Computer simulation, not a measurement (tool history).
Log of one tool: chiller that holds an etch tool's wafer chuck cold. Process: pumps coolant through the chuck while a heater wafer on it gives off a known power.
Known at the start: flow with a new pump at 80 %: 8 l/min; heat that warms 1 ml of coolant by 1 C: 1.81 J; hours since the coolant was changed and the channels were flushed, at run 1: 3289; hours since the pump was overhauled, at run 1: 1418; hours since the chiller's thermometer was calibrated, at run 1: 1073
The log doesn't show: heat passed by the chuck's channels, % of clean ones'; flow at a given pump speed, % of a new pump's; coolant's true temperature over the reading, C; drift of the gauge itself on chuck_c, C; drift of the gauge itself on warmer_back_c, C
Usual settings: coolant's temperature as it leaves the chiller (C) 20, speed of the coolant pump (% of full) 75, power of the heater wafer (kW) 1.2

run,hour,coolant's temperature as it leaves the chiller (C),speed of the coolant pump (% of full),power of the heater wafer (kW),hours since the coolant was changed and the channels were flushed,hours since the pump was overhauled,hours since the chiller's thermometer was calibrated,chuck's temperature once it has settled (K),how much warmer the coolant comes back (C)
1,0,20,75,1.2,3289,1418,1073,304.65,5.36
2,20.1,20,75,1.2,3309,1438,1093,304.45,5.34
3,38.8,19,75,1.2,3328,1457,1112,303.55,5.33
4,58.5,20,63,1.2,3348,1477,1132,305.85,6.39
5,79.7,20,63,1.2,3369,1498,1153,305.65,6.37
6,96.6,20,75,0.628,3386,1515,1170,299.05,2.85
7,124,20,75,1.2,3413,1542,1197,304.45,5.41
8,161.7,20,75,1.2,3451,1580,1235,304.55,5.32
9,191.2,20,75,1.2,3480,1609,1264,304.45,5.38
10,215.6,20,75,1.2,3505,1634,1289,304.55,5.42
11,246.4,20,75,1.2,3535,1665,1320,304.65,5.44
12,283.9,20,75,1.2,3573,1702,1357,304.65,5.46
13,318,20,75,1.2,3607,1736,1391,304.55,5.51
14,353.5,20,75,1.2,3643,1772,1427,304.65,5.55
15,394.6,20,75,1.2,3684,1813,1468,304.55,5.53
16,414.9,20,62,1.2,3704,1833,1488,306.05,6.73
17,439.8,22,62,1.2,3729,1858,1513,308.15,6.64
18,468.7,14,66,0.674,3758,1887,1542,294.05,3.66
19,509.3,14,61,1.495,3798,1928,1583,303.35,8.36
20,544.7,21,81,1.2,3834,1963,1618,304.95,5.3
21,576.6,21,81,1.2,3866,1995,1650,304.85,5.29
22,599.3,16,93,1.267,3888,2018,1673,299.55,4.89
23,617.7,13,75,1.381,3907,2036,1691,299.15,6.58
24,639,13,75,1.381,3928,2057,1712,299.05,6.49
25,677.5,30,67,1.301,3967,2096,1751,316.35,6.84
26,703.4,16,88,0.949,3992,2122,1777,297.35,4.04
# hour 726: gauge calibrated
27,734.2,16,88,0.949,4023,2153,1807,297.35,3.53
28,765.7,16,88,0.949,4055,2184,1839,297.15,3.53
29,803.1,29,75,1.69,4092,2221,1876,318.25,7.46
30,829.2,12,90,1.035,4118,2247,1902,293.95,3.91
31,846.7,12,90,1.035,4136,2265,1920,293.95,3.9

Hidden state or all else? Some run-to-run changes of how much warmer the coolant comes back (C), split into what the settings, what came in and random variation would give without the hidden state, and what is left for the hidden state (with any gauge scatter that isn't in both results):
Run 7 -> 8: no setting changed, nothing entered. how much warmer the coolant comes back (C) -0.09: hidden state +0.03, all else -0.12.
Run 12 -> 13: no setting changed, nothing entered. how much warmer the coolant comes back (C) +0.05: hidden state +0.03, all else +0.02.
Run 18 -> 19: speed of the coolant pump (% of full) 66 -> 61, power of the heater wafer (kW) 0.674 -> 1.495. how much warmer the coolant comes back (C) +4.7: hidden state +0.03, all else +4.67.
Run 26 -> 27: gauge calibrated. how much warmer the coolant comes back (C) -0.51: hidden state -0.46, all else -0.05.
Run 28 -> 29: coolant's temperature as it leaves the chiller (C) 16 -> 29, speed of the coolant pump (% of full) 88 -> 75, power of the heater wafer (kW) 0.949 -> 1.69. how much warmer the coolant comes back (C) +3.93: hidden state +0.02, all else +3.91.
Run 29 -> 30: coolant's temperature as it leaves the chiller (C) 29 -> 12, speed of the coolant pump (% of full) 75 -> 90, power of the heater wafer (kW) 1.69 -> 1.035. how much warmer the coolant comes back (C) -3.55: hidden state +0.01, all else -3.56.
